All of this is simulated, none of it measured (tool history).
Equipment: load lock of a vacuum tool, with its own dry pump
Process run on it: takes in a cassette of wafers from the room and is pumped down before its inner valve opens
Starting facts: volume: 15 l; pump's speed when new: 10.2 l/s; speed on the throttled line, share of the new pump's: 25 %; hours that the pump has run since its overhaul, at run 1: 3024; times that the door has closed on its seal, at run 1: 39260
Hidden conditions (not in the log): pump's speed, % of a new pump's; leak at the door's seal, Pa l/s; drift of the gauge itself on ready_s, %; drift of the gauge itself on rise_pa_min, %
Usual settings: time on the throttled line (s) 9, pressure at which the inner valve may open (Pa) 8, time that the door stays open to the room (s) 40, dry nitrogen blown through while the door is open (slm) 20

run	hour	time on the throttled line (s)	pressure at which the inner valve may open (Pa)	time that the door stays open to the room (s)	dry nitrogen blown through while the door is open (slm)	hours that the pump has run since its overhaul	times that the door has closed on its seal	incoming humidity of the room's air, %	time from the closed door until the inner valve may open (s)	rise of the pressure with all valves shut (Pa/min)
1	0	9	8	40	20	3024	39260	42.6	21	0.314
2	130.1	5	8	40	20	3154	39885	40.8	18.4	0.313
3	254.6	5	8	40	20	3279	40483	43.8	18.1	0.336
4	374.5	5	8	40	20	3398	41060	42.7	18.3	0.335
5	497.6	6	8	40	20	3522	41651	44.2	18.8	0.338
6	589	9	11	40	20	3613	42090	48	20.9	0.348
7	680	9	11	40	20	3704	42528	44.8	21	0.336
8	800.6	9	11	40	20	3825	43107	42.6	20.7	0.351
9	904.6	9	11	40	20	3929	43607	50.2	21.1	0.367
10	969.2	6	11	40	20	3993	43918	47.1	19.1	0.368
11	1067.8	6	11	40	20	4092	44392	45.3	18.5	0.368
12	1200.1	9	8	40	20	4224	45027	50.9	21.1	0.383
13	1293.7	9	8	40	20	4318	45477	45	21.5	0.369
14	1419	9	9	40	20	4443	46080	44.7	21	0.388
15	1547.1	9	9	40	20	4571	46695	47	20.9	0.39
16	1610	4	6	40	20	4634	46997	45.6	18.4	0.395
17	1689.8	4	8	42	15	4714	47381	43.6	18.1	0.417
18	1772.4	9	15	46	6	4796	47778	42	20.5	0.429
19	1852.9	8	14	192	13	4877	48165	46.4	19.9	0.457
20	1919.2	8	14	192	9	4943	48484	45.2	19.7	0.479
21	2022.2	9	8	35	20	5046	48978	44.3	21	0.415
22	2134.6	9	8	35	20	5159	49519	46.2	21.3	0.422
23	2247.5	12	7	29	24	5271	50061	43	23.6	0.423
24	2335.1	6	7	118	8	5359	50482	44	19.2	0.484
25	2399.5	6	7	118	8	5423	50792	46.9	19.3	0.497
26	2465.1	6	7	118	8	5489	51107	44.8	19.7	0.477
27	2581	6	7	118	8	5605	51664	46.7	19.5	0.504
28	2689.4	6	7	27	8	5713	52185	45	19.6	0.471
29	2809.9	6	7	27	8	5834	52764	43.2	19.8	0.481
30	2908.5	9	8	40	20	5932	53238	46.2	21.5	0.469

Below, each run's measurement less what the same run would have read without the hidden state. Both values contain the same run-to-run variation, but the gauge's scatter may not be the same in both:
run	time from the closed door until the inner valve may open (s)	rise of the pressure with all valves shut (Pa/min)
1	+0.5	+0.262
2	+0.5	+0.269
3	+0.5	+0.276
4	+0.6	+0.283
5	+0.6	+0.285
6	+0.6	+0.298
7	+0.5	+0.29
8	+0.6	+0.299
9	+0.5	+0.308
10	+0.6	+0.311
11	+0.7	+0.312
12	+0.6	+0.322
13	+0.6	+0.322
14	+0.7	+0.334
15	+0.7	+0.337
16	+0.8	+0.341
17	+0.8	+0.356
18	+0.6	+0.356
19	+0.7	+0.354
20	+0.7	+0.363
21	+0.8	+0.366
22	+0.8	+0.37
23	+0.8	+0.378
24	+0.9	+0.385
25	+0.9	+0.389
26	+0.9	+0.383
27	+0.9	+0.401
28	+0.9	+0.408
29	+1	+0.418
30	+0.8	+0.416

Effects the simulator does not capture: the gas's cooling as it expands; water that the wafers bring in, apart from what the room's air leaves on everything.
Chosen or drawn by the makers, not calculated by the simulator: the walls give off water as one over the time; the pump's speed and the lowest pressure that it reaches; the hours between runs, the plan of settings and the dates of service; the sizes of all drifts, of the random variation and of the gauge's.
